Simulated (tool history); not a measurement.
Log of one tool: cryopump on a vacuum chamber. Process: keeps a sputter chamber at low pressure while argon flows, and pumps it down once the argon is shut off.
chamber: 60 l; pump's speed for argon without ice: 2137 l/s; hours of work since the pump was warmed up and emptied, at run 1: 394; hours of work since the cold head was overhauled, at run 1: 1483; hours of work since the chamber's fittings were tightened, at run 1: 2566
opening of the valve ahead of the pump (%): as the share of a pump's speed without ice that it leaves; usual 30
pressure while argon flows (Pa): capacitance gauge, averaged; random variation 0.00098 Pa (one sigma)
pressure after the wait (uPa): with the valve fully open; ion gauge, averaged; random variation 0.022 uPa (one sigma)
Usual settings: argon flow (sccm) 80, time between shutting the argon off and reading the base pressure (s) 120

run    hour  argon flow (sccm)  time between shutting the argon off and reading the base pressure (s)  opening of the valve ahead of the pump (%)  hours of work since the pump was warmed up and emptied  hours of work since the cold head was overhauled  hours of work since the chamber's fittings were tightened  pressure while argon flows (Pa)  pressure after the wait (uPa)
  1       0                 80                                                                    120                                          30                                                     394                                              1483                                                       2566                           0.2267                           0.84
  2      97                 80                                                                    120                                          30                                                     451                                              1540                                                       2623                           0.2317                           0.86
  3   144.3                 80                                                                    120                                          30                                                     478                                              1567                                                       2650                           0.2327                           0.83
  4   203.7                 80                                                                    120                                          20                                                     513                                              1602                                                       2685                           0.3408                           0.87
      250.5  -- pump warmed up, emptied and cooled again
  5   317.4                 80                                                                    120                                          17                                                      39                                              1665                                                       2748                           0.3765                           0.81
  6   422.5                 80                                                                    120                                          17                                                     100                                              1727                                                       2810                           0.3781                           0.76
  7   490.5                 80                                                                    120                                          17                                                     140                                              1766                                                       2849                             0.38                            0.8
  8     602                 80                                                                    120                                          17                                                     205                                              1831                                                       2914                            0.382                           0.82
  9   674.3                 80                                                                    120                                          17                                                     247                                              1874                                                       2957                           0.3861                           0.88
 10   778.5                 80                                                                    120                                          30                                                     308                                              1934                                                       3018                           0.2244                           0.89
 11   858.2                 80                                                                    120                                          30                                                     355                                              1981                                                       3064                           0.2299                            0.9
      894.3  -- leaking fittings of the chamber tightened, without venting
 12   931.5                 80                                                                    120                                          30                                                     396                                              2023                                                         22                           0.2295                           0.58
 13   990.7                 80                                                                    120                                          30                                                     431                                              2057                                                         56                           0.2319                           0.62
 14  1038.6                 80                                                                    120                                          30                                                     459                                              2085                                                         84                           0.2351                            0.6
 15  1088.8                 80                                                                    120                                          30                                                     488                                              2114                                                        114                           0.2349                           0.58
     1176.9  -- pump warmed up, emptied and cooled again
 16  1200.5                116                                                                    120                                          30                                                      14                                              2177                                                        176                           0.3076                           0.51
 17  1257.7                116                                                                    120                                          30                                                      47                                              2210                                                        209                           0.3113                           0.54
 18    1367                 33                                                                     51                                          19                                                     111                                              2274                                                        273                           0.1408                            1.1
 19  1472.8                 98                                                                     62                                          33                                                     173                                              2336                                                        335                           0.2457                           0.95
 20  1531.7                 98                                                                     62                                          33                                                     207                                              2370                                                        369                           0.2488                           0.92
 21  1631.5                114                                                                     82                                          33                                                     265                                              2428                                                        427                           0.2919                           0.81
 22  1689.7                 89                                                                     23                                          33                                                     299                                              2462                                                        461                             0.23                           2.28
 23  1776.3                 89                                                                     23                                          33                                                     350                                              2513                                                        512                           0.2323                           2.23
 24  1835.1                 88                                                                     69                                          24                                                     384                                              2547                                                        546                           0.3128                           0.89
 25  1927.2                 80                                                                    120                                          30                                                     438                                              2601                                                        600                           0.2338                           0.64
 26  1974.7                 67                                                                     35                                          29                                                     466                                              2629                                                        628                           0.2026                           1.64
 27  2061.1                 80                                                                    249                                          47                                                     516                                              2679                                                        678                           0.1631                           0.49
     2098.1  -- pump warmed up, emptied and cooled again
 28  2172.8                 44                                                                     21                                          32                                                      44                                              2741                                                        740                           0.1108                           2.44
 29    2221                 80                                                                     45                                          30                                                      72                                              2769                                                        769                           0.2163                           1.24
 30  2281.1                 80                                                                     25                                          17                                                     107                                              2805                                                        804                           0.3785                           2.13
 31  2394.7                 80                                                                     25                                          17                                                     173                                              2871                                                        870                           0.3798                           2.05
 32  2477.2                117                                                                    114                                          30                                                     221                                              2919                                                        918                           0.3266                           0.68
 33  2552.2                 80                                                                    120                                          26                                                     265                                              2963                                                        962                           0.2552                           0.62
 34  2619.6                 80                                                                     29                                          50                                                     304                                              3002                                                       1001                           0.1429                           1.95

Hidden state at the last listed run before each entry between runs and at the first one after, where it differs:
Between runs 4 and 5: pump warmed up, emptied and cooled again (hour 250.5)
  pump's speed, % of a pump's without ice: 74.3 -> 97.8; cold plate's temperature, K: 12.8 -> 12.83; leak into the chamber, uPa l/s: 774 -> 785
  measured less the result without the state, pressure while argon flows (Pa): +0.0233 -> +0.0026; pressure after the wait (uPa): +0.35 -> +0.25
Between runs 11 and 12: leaking fittings of the chamber tightened, without venting (hour 894.3)
  pump's speed, % of a pump's without ice: 80.6 -> 78.3; cold plate's temperature, K: 12.97 -> 12.99; leak into the chamber, uPa l/s: 840 -> 316
  measured less the result without the state, pressure while argon flows (Pa): +0.0169 -> +0.0191; pressure after the wait (uPa): +0.37 -> +0.05
Between runs 15 and 16: pump warmed up, emptied and cooled again (hour 1176.9)
  pump's speed, % of a pump's without ice: 73.2 -> 99.1; cold plate's temperature, K: 13.03 -> 13.06; leak into the chamber, uPa l/s: 333 -> 344
  measured less the result without the state, pressure while argon flows (Pa): +0.0249 -> +0.0028; pressure after the wait (uPa): +0.08 -> +0.02
Between runs 27 and 28: pump warmed up, emptied and cooled again (hour 2098.1)
  pump's speed, % of a pump's without ice: 70.9 -> 97.5; cold plate's temperature, K: 13.3 -> 13.33; leak into the chamber, uPa l/s: 432 -> 444
  measured less the result without the state, pressure while argon flows (Pa): +0.0283 -> +0.0018; pressure after the wait (uPa): +0.16 -> +0.07
